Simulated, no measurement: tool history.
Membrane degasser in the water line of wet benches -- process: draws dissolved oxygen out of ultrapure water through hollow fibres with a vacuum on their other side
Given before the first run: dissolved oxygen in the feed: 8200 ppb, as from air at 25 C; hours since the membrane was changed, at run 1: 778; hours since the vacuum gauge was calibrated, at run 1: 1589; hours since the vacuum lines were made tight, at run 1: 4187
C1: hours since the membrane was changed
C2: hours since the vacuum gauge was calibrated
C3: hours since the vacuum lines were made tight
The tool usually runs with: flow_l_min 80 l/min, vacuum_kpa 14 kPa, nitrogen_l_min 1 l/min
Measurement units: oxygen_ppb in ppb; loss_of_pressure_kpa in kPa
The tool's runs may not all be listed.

run 1 hour=0 | flow_l_min=80 vacuum_kpa=14 nitrogen_l_min=1 | C1=778 C2=1589 C3=4187 | oxygen_ppb=1291.2 loss_of_pressure_kpa=35.85
run 2 hour=44.2 | flow_l_min=80 vacuum_kpa=14 nitrogen_l_min=1 | C1=822 C2=1633 C3=4232 | oxygen_ppb=1289.3 loss_of_pressure_kpa=35.83
run 3 hour=90.6 | flow_l_min=80 vacuum_kpa=14 nitrogen_l_min=1.81 | C1=869 C2=1680 C3=4278 | oxygen_ppb=866.2 loss_of_pressure_kpa=35.66
run 4 hour=141.5 | flow_l_min=54 vacuum_kpa=14 nitrogen_l_min=1 | C1=920 C2=1731 C3=4329 | oxygen_ppb=991.6 loss_of_pressure_kpa=23.76
run 5 hour=166.5 | flow_l_min=80 vacuum_kpa=14 nitrogen_l_min=1 | C1=945 C2=1756 C3=4354 | oxygen_ppb=1291.8 loss_of_pressure_kpa=35.44
run 6 hour=188.6 | flow_l_min=66 vacuum_kpa=14 nitrogen_l_min=1 | C1=967 C2=1778 C3=4376 | oxygen_ppb=1137.9 loss_of_pressure_kpa=29.42
run 7 hour=212.9 | flow_l_min=80 vacuum_kpa=21 nitrogen_l_min=1 | C1=991 C2=1802 C3=4400 | oxygen_ppb=1972.4 loss_of_pressure_kpa=35.58
run 8 hour=237 | flow_l_min=80 vacuum_kpa=14 nitrogen_l_min=1 | C1=1015 C2=1826 C3=4424 | oxygen_ppb=1289.7 loss_of_pressure_kpa=35.57
run 9 hour=260.3 | flow_l_min=80 vacuum_kpa=14 nitrogen_l_min=1 | C1=1039 C2=1850 C3=4448 | oxygen_ppb=1289.8 loss_of_pressure_kpa=35.26
run 10 hour=304.3 | flow_l_min=101 vacuum_kpa=14 nitrogen_l_min=1 | C1=1083 C2=1894 C3=4492 | oxygen_ppb=1492.6 loss_of_pressure_kpa=44.71
run 11 hour=335.6 | flow_l_min=101 vacuum_kpa=14 nitrogen_l_min=1 | C1=1114 C2=1925 C3=4523 | oxygen_ppb=1496 loss_of_pressure_kpa=44.7
run 12 hour=358.1 | flow_l_min=80 vacuum_kpa=19.9 nitrogen_l_min=1 | C1=1136 C2=1947 C3=4546 | oxygen_ppb=1867.5 loss_of_pressure_kpa=35.55
run 13 hour=407.8 | flow_l_min=91 vacuum_kpa=14 nitrogen_l_min=1 | C1=1186 C2=1997 C3=4595 | oxygen_ppb=1398.6 loss_of_pressure_kpa=40.35
run 14 hour=444.9 | flow_l_min=91 vacuum_kpa=14 nitrogen_l_min=1 | C1=1223 C2=2034 C3=4632 | oxygen_ppb=1398.5 loss_of_pressure_kpa=40.27
run 15 hour=470.8 | flow_l_min=91 vacuum_kpa=14 nitrogen_l_min=1 | C1=1249 C2=2060 C3=4658 | oxygen_ppb=1396.9 loss_of_pressure_kpa=40.29
run 16 hour=512.6 | flow_l_min=91 vacuum_kpa=14 nitrogen_l_min=1 | C1=1291 C2=2102 C3=4700 | oxygen_ppb=1399.9 loss_of_pressure_kpa=39.73
run 17 hour=537.9 | flow_l_min=91 vacuum_kpa=14 nitrogen_l_min=1 | C1=1316 C2=2127 C3=4725 | oxygen_ppb=1397.7 loss_of_pressure_kpa=39.87
run 18 hour=585.8 | flow_l_min=91 vacuum_kpa=14 nitrogen_l_min=1 | C1=1364 C2=2175 C3=4773 | oxygen_ppb=1402.3 loss_of_pressure_kpa=40.1
run 19 hour=634.5 | flow_l_min=70 vacuum_kpa=16.3 nitrogen_l_min=2.72 | C1=1413 C2=2224 C3=4822 | oxygen_ppb=680.3 loss_of_pressure_kpa=30.55
run 20 hour=679.4 | flow_l_min=80 vacuum_kpa=14 nitrogen_l_min=1.59 | C1=1458 C2=2269 C3=4867 | oxygen_ppb=950 loss_of_pressure_kpa=34.85
-- hour=715.6 gauge calibrated
run 21 hour=723.7 | flow_l_min=70 vacuum_kpa=20.3 nitrogen_l_min=0.8 | C1=1502 C2=2313 C3=4911 | oxygen_ppb=2004.8 loss_of_pressure_kpa=31.42
run 22 hour=776.2 | flow_l_min=98 vacuum_kpa=14 nitrogen_l_min=0.6 | C1=1554 C2=2365 C3=4964 | oxygen_ppb=1910.1 loss_of_pressure_kpa=44.09
run 23 hour=810.1 | flow_l_min=98 vacuum_kpa=14 nitrogen_l_min=0.6 | C1=1588 C2=2399 C3=4998 | oxygen_ppb=1907.3 loss_of_pressure_kpa=44.08
run 24 hour=844 | flow_l_min=98 vacuum_kpa=14 nitrogen_l_min=0.6 | C1=1622 C2=2433 C3=5032 | oxygen_ppb=1915 loss_of_pressure_kpa=43.48
run 25 hour=877.4 | flow_l_min=61 vacuum_kpa=14 nitrogen_l_min=1.03 | C1=1656 C2=2467 C3=5065 | oxygen_ppb=1057.3 loss_of_pressure_kpa=27.22
run 26 hour=926 | flow_l_min=116 vacuum_kpa=30.4 nitrogen_l_min=1 | C1=1704 C2=2515 C3=5113 | oxygen_ppb=3313.3 loss_of_pressure_kpa=52
run 27 hour=975.1 | flow_l_min=116 vacuum_kpa=30.4 nitrogen_l_min=1 | C1=1753 C2=2564 C3=5163 | oxygen_ppb=3305 loss_of_pressure_kpa=51.44
run 28 hour=1013.7 | flow_l_min=116 vacuum_kpa=30.4 nitrogen_l_min=1 | C1=1792 C2=2603 C3=5201 | oxygen_ppb=3310.2 loss_of_pressure_kpa=51.21
run 29 hour=1036.8 | flow_l_min=57 vacuum_kpa=10.2 nitrogen_l_min=1 | C1=1815 C2=2626 C3=5224 | oxygen_ppb=690.1 loss_of_pressure_kpa=25.02
run 30 hour=1072.5 | flow_l_min=57 vacuum_kpa=10.2 nitrogen_l_min=0.85 | C1=1851 C2=2662 C3=5260 | oxygen_ppb=774.4 loss_of_pressure_kpa=24.94
run 31 hour=1115.9 | flow_l_min=80 vacuum_kpa=19.4 nitrogen_l_min=1 | C1=1894 C2=2705 C3=5303 | oxygen_ppb=1819.9 loss_of_pressure_kpa=35.22
run 32 hour=1165 | flow_l_min=80 vacuum_kpa=23.8 nitrogen_l_min=2.36 | C1=1943 C2=2754 C3=5352 | oxygen_ppb=1262 loss_of_pressure_kpa=35.05

What would each run have given without the hidden state, its run-to-run variation left as it was?
The hidden state here: membrane still open, %; true pressure behind the membrane over the reading, kPa; air that leaks in behind the membrane, l/min; drift of the gauge itself on oxygen_ppb, %; drift of the gauge itself on loss_of_pressure_kpa, %.
run=1 loss_of_pressure_kpa=35.85
run=2 loss_of_pressure_kpa=35.88
run=3 loss_of_pressure_kpa=35.78
run=4 loss_of_pressure_kpa=23.89
run=5 loss_of_pressure_kpa=35.66
run=6 loss_of_pressure_kpa=29.62
run=7 loss_of_pressure_kpa=35.86
run=8 loss_of_pressure_kpa=35.88
run=9 loss_of_pressure_kpa=35.61
run=10 loss_of_pressure_kpa=45.22
run=11 loss_of_pressure_kpa=45.27
run=12 loss_of_pressure_kpa=36.03
run=13 loss_of_pressure_kpa=40.97
run=14 loss_of_pressure_kpa=40.94
run=15 loss_of_pressure_kpa=41
run=16 loss_of_pressure_kpa=40.5
run=17 loss_of_pressure_kpa=40.69
run=18 loss_of_pressure_kpa=40.99
run=19 loss_of_pressure_kpa=31.29
run=20 loss_of_pressure_kpa=35.74
run=21 loss_of_pressure_kpa=31.43
run=22 loss_of_pressure_kpa=44.18
run=23 loss_of_pressure_kpa=44.24
run=24 loss_of_pressure_kpa=43.69
run=25 loss_of_pressure_kpa=27.38
run=26 loss_of_pressure_kpa=52.41
run=27 loss_of_pressure_kpa=51.94
run=28 loss_of_pressure_kpa=51.78
run=29 loss_of_pressure_kpa=25.32
run=30 loss_of_pressure_kpa=25.28
run=31 loss_of_pressure_kpa=35.75
run=32 loss_of_pressure_kpa=35.65
oxygen_ppb: within 0.2 ppb of the measured result in every run.
